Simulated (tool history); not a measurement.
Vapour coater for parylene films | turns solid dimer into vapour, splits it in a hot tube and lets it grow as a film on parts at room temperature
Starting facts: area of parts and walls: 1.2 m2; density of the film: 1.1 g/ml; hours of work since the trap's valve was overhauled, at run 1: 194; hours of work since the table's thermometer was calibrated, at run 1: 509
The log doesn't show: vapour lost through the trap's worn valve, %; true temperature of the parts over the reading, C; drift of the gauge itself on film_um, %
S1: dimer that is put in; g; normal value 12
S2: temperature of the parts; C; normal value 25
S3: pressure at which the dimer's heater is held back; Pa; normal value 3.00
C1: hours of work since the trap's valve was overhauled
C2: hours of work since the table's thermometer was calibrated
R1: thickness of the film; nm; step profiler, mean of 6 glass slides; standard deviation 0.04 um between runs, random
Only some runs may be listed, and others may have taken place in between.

| run | day | S1 | S2 | S3 | C1 | C2 | R1 |
|---|---|---|---|---|---|---|---|
| 1 | 0.000 | 12 | 25 | 3.00 | 194 | 509 | 4040 |
| 2 | 0.296 | 12 | 17 | 3.00 | 199 | 514 | 4640 |
| 3 | 0.675 | 12 | 25 | 3.00 | 206 | 521 | 4130 |
| 4 | 1.100 | 12 | 25 | 3.00 | 214 | 529 | 3970 |
| 5 | 1.458 | 12 | 25 | 3.00 | 220 | 535 | 4000 |
| 6 | 1.917 | 12 | 25 | 3.00 | 229 | 543 | 3970 |
| 7 | 2.529 | 12 | 25 | 3.00 | 240 | 554 | 4000 |
| 8 | 3.058 | 16 | 25 | 3.52 | 249 | 564 | 5150 |
| 9 | 3.471 | 16 | 25 | 3.52 | 257 | 571 | 5140 |
| 10 | 4.012 | 7 | 18 | 3.00 | 266 | 581 | 2600 |
| 11 | 4.446 | 10 | 18 | 9.43 | 274 | 589 | 3180 |

Run 12 has not been measured yet. What should we expect?
| 12 | 4.925 | 20 | 18 | 8.06 | 283 | 598 | ? |

{"run 12": {"R1": 6440}}
On a tool with no hidden condition, and with the same random variation, this run would have come out at R1 7200 nm.

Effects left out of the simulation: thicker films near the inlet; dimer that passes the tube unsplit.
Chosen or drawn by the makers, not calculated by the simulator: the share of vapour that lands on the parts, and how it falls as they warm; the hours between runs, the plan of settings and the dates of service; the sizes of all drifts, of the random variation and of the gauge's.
